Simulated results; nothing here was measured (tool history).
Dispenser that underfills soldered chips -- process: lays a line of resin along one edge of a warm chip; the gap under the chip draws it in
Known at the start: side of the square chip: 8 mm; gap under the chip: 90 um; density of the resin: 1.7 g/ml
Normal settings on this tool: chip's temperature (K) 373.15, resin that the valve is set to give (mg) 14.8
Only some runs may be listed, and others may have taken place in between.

| run | hour | chip's temperature (K) | resin that the valve is set to give (mg) | time until the resin shows at the far edge (s) | resin that the valve gave (mg) |
|---|---|---|---|---|---|
| 1 | 0.0 | 373.15 | 14.8 | 76.2 | 14.32 |
| 2 | 5.6 | 380.15 | 14.8 | 76.5 | 14.32 |
|  | 12.0 | new syringe of resin |
| 3 | 14.0 | 380.15 | 14.8 | 49.5 | 14.18 |
|  | 19.0 | dispensing valve cleaned and set on the balance |
| 4 | 19.4 | 380.15 | 14.8 | 58.4 | 14.73 |
| 5 | 26.7 | 380.15 | 14.8 | 82.1 | 14.62 |
|  | 31.2 | new syringe of resin |
| 6 | 34.3 | 380.15 | 14.8 | 50.7 | 14.54 |
| 7 | 43.3 | 380.15 | 14.8 | 76.7 | 14.64 |
| 8 | 47.6 | 380.15 | 14.8 | 93.2 | 14.53 |
|  | 49.5 | new syringe of resin |
| 9 | 53.7 | 373.15 | 17.1 | 68.2 | 16.68 |
| 10 | 61.1 | 373.15 | 17.1 | 97.5 | 16.74 |
|  | 67.7 | new syringe of resin |
| 11 | 70.3 | 373.15 | 17.1 | 62.9 | 16.54 |
| 12 | 79.4 | 373.15 | 13.6 | 99.8 | 13.09 |
|  | 85.6 | new syringe of resin |
| 13 | 85.9 | 373.15 | 14.8 | 58.8 | 14.20 |
| 14 | 90.0 | 373.15 | 14.8 | 71.2 | 14.21 |
|  | 93.4 | dispensing valve cleaned and set on the balance |
| 15 | 98.0 | 373.15 | 14.8 | 98.9 | 14.75 |
|  | 104.6 | new syringe of resin |
| 16 | 107.5 | 373.15 | 14.8 | 66.9 | 14.71 |
| 17 | 114.4 | 374.15 | 14.8 | 87.7 | 14.55 |
| 18 | 121.7 | 374.15 | 14.8 | 123.5 | 14.51 |
|  | 122.5 | new syringe of resin |
| 19 | 129.0 | 374.15 | 14.8 | 74.8 | 14.47 |
| 20 | 135.6 | 374.15 | 14.8 | 102.1 | 14.45 |
|  | 140.5 | new syringe of resin |
| 21 | 141.3 | 367.15 | 19.1 | 74.0 | 18.56 |
| 22 | 148.0 | 367.15 | 19.1 | 102.0 | 18.45 |
| 23 | 156.1 | 375.15 | 17.8 | 111.2 | 17.22 |
|  | 158.9 | new syringe of resin |
| 24 | 161.4 | 368.15 | 14.7 | 78.2 | 14.14 |
|  | 167.4 | dispensing valve cleaned and set on the balance |
| 25 | 167.6 | 376.15 | 15.7 | 72.6 | 15.77 |
| 26 | 172.4 | 373.15 | 16.3 | 102.8 | 16.33 |
|  | 177.7 | new syringe of resin |
| 27 | 182.0 | 372.15 | 14.2 | 75.7 | 14.12 |
| 28 | 186.4 | 367.15 | 19.0 | 104.0 | 18.80 |
| 29 | 192.4 | 364.15 | 14.8 | 160.8 | 14.64 |
|  | 196.0 | new syringe of resin |
| 30 | 201.8 | 369.15 | 18.3 | 84.4 | 17.92 |
| 31 | 206.7 | 358.15 | 13.0 | 175.1 | 12.76 |
| 32 | 211.1 | 358.15 | 13.0 | 217.1 | 12.70 |
|  | 214.2 | new syringe of resin |
| 33 | 217.9 | 361.15 | 15.7 | 108.1 | 15.24 |
| 34 | 224.0 | 373.15 | 12.6 | 95.3 | 12.27 |
| 35 | 230.9 | 361.15 | 15.1 | 199.3 | 14.67 |

Consider 3 possible next runs. They are alternatives, not a sequence: every one starts from the tool as it was left by run 35. What does each give?
|  | 232.4 | new syringe of resin |
| A | 240.0 | 369.15 | 19.0 | ? | ? |
|  | 232.4 | new syringe of resin |
| B | 240.0 | 386.15 | 14.8 | ? | ? |
|  | 232.4 | new syringe of resin |
| C | 240.0 | 362.15 | 15.1 | ? | ? |

| run | time until the resin shows at the far edge (s) | resin that the valve gave (mg) |
|---|---|---|
| A | 94.9 | 18.33 |
| B | 52.5 | 14.41 |
| C | 125.3 | 14.58 |
What these runs would have given with no unlogged condition in the tool:
| run | time until the resin shows at the far edge (s) | resin that the valve gave (mg) |
|---|---|---|
| A | 63.3 | 19.04 |
| B | 34.8 | 14.97 |
| C | 83.1 | 15.14 |
